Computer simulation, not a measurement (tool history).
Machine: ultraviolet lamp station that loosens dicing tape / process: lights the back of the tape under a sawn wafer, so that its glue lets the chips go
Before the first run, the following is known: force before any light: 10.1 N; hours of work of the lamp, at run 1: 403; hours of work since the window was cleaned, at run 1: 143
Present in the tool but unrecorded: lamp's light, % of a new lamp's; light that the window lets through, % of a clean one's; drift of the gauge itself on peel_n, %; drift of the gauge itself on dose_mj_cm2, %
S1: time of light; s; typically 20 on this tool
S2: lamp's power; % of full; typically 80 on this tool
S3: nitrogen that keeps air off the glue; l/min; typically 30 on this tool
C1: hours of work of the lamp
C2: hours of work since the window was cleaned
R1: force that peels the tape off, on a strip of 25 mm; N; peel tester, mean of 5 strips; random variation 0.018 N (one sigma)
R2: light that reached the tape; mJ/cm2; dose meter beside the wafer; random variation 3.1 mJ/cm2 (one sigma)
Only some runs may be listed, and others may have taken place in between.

{"run": 1, "hour": 0.0, "S1": 20, "S2": 80, "S3": 30, "C1": 403, "C2": 143, "R1": 1.139, "R2": 417}
{"run": 2, "hour": 19.6, "S1": 20, "S2": 80, "S3": 30, "C1": 413, "C2": 153, "R1": 1.118, "R2": 414}
{"run": 3, "hour": 28.6, "S1": 20, "S2": 80, "S3": 30, "C1": 418, "C2": 158, "R1": 1.138, "R2": 416}
{"run": 4, "hour": 41.9, "S1": 20, "S2": 80, "S3": 30, "C1": 425, "C2": 164, "R1": 1.128, "R2": 412}
{"run": 5, "hour": 60.6, "S1": 20, "S2": 80, "S3": 30, "C1": 434, "C2": 174, "R1": 1.175, "R2": 412}
{"run": 6, "hour": 72.3, "S1": 20, "S2": 80, "S3": 30, "C1": 440, "C2": 180, "R1": 1.193, "R2": 411}
{"run": 7, "hour": 85.0, "S1": 18, "S2": 80, "S3": 30, "C1": 447, "C2": 187, "R1": 1.483, "R2": 370}
{"run": 8, "hour": 102.5, "S1": 20, "S2": 82, "S3": 30, "C1": 456, "C2": 196, "R1": 1.155, "R2": 415}
{"run": 9, "hour": 114.0, "S1": 20, "S2": 80, "S3": 30, "C1": 462, "C2": 202, "R1": 1.252, "R2": 406}
{"hour": 116.1, "done": "window cleaned of glue's vapour"}
{"run": 10, "hour": 127.1, "S1": 20, "S2": 80, "S3": 30, "C1": 468, "C2": 6, "R1": 1.128, "R2": 425}
{"run": 11, "hour": 137.1, "S1": 20, "S2": 80, "S3": 30, "C1": 474, "C2": 11, "R1": 1.132, "R2": 427}
{"run": 12, "hour": 155.8, "S1": 20, "S2": 63, "S3": 30, "C1": 483, "C2": 20, "R1": 1.756, "R2": 326}
{"run": 13, "hour": 166.2, "S1": 31, "S2": 63, "S3": 30, "C1": 489, "C2": 26, "R1": 0.734, "R2": 512}
{"run": 14, "hour": 183.8, "S1": 20, "S2": 80, "S3": 12, "C1": 498, "C2": 35, "R1": 2.125, "R2": 418}
{"run": 15, "hour": 195.9, "S1": 20, "S2": 80, "S3": 12, "C1": 504, "C2": 41, "R1": 2.141, "R2": 412}
{"run": 16, "hour": 206.4, "S1": 20, "S2": 80, "S3": 12, "C1": 509, "C2": 47, "R1": 2.184, "R2": 413}
{"run": 17, "hour": 221.2, "S1": 20, "S2": 80, "S3": 12, "C1": 517, "C2": 54, "R1": 2.174, "R2": 418}
{"run": 18, "hour": 232.1, "S1": 20, "S2": 80, "S3": 12, "C1": 523, "C2": 60, "R1": 2.201, "R2": 411}
{"run": 19, "hour": 246.7, "S1": 20, "S2": 91, "S3": 30, "C1": 530, "C2": 67, "R1": 0.927, "R2": 466}
{"run": 20, "hour": 264.8, "S1": 21, "S2": 87, "S3": 26, "C1": 539, "C2": 77, "R1": 1.031, "R2": 468}
{"run": 21, "hour": 278.0, "S1": 21, "S2": 87, "S3": 26, "C1": 546, "C2": 83, "R1": 1.024, "R2": 464}
{"run": 22, "hour": 293.6, "S1": 16, "S2": 87, "S3": 26, "C1": 554, "C2": 91, "R1": 1.705, "R2": 349}
{"run": 23, "hour": 304.4, "S1": 16, "S2": 87, "S3": 26, "C1": 560, "C2": 97, "R1": 1.764, "R2": 347}
{"run": 24, "hour": 316.8, "S1": 11, "S2": 80, "S3": 30, "C1": 566, "C2": 103, "R1": 3.04, "R2": 222}
{"run": 25, "hour": 335.6, "S1": 22, "S2": 80, "S3": 30, "C1": 576, "C2": 113, "R1": 1.026, "R2": 437}
{"run": 26, "hour": 349.1, "S1": 22, "S2": 80, "S3": 30, "C1": 583, "C2": 120, "R1": 1.066, "R2": 439}
{"run": 27, "hour": 363.1, "S1": 22, "S2": 80, "S3": 30, "C1": 590, "C2": 127, "R1": 1.045, "R2": 440}
{"run": 28, "hour": 380.2, "S1": 22, "S2": 80, "S3": 30, "C1": 599, "C2": 136, "R1": 1.076, "R2": 444}
{"run": 29, "hour": 391.4, "S1": 11, "S2": 80, "S3": 23, "C1": 605, "C2": 142, "R1": 3.473, "R2": 216}

For each run, the measured value with the value that run would have given without the tool's hidden condition subtracted. The run-to-run variation is shared by both, the gauge scatter possibly not:
run=1 R1=+0.292 R2=-66
run=2 R1=+0.294 R2=-69
run=3 R1=+0.307 R2=-70
run=4 R1=+0.308 R2=-72
run=5 R1=+0.328 R2=-73
run=6 R1=+0.338 R2=-74
run=7 R1=+0.407 R2=-68
run=8 R1=+0.345 R2=-80
run=9 R1=+0.374 R2=-79
run=10 R1=+0.263 R2=-61
run=11 R1=+0.270 R2=-61
run=12 R1=+0.380 R2=-49
run=13 R1=+0.194 R2=-79
run=14 R1=+0.439 R2=-67
run=15 R1=+0.448 R2=-68
run=16 R1=+0.466 R2=-70
run=17 R1=+0.473 R2=-72
run=18 R1=+0.489 R2=-73
run=19 R1=+0.271 R2=-85
run=20 R1=+0.308 R2=-88
run=21 R1=+0.308 R2=-88
run=22 R1=+0.463 R2=-68
run=23 R1=+0.484 R2=-70
run=24 R1=+0.640 R2=-45
run=25 R1=+0.337 R2=-93
run=26 R1=+0.353 R2=-95
run=27 R1=+0.351 R2=-96
run=28 R1=+0.370 R2=-100
run=29 R1=+0.730 R2=-50

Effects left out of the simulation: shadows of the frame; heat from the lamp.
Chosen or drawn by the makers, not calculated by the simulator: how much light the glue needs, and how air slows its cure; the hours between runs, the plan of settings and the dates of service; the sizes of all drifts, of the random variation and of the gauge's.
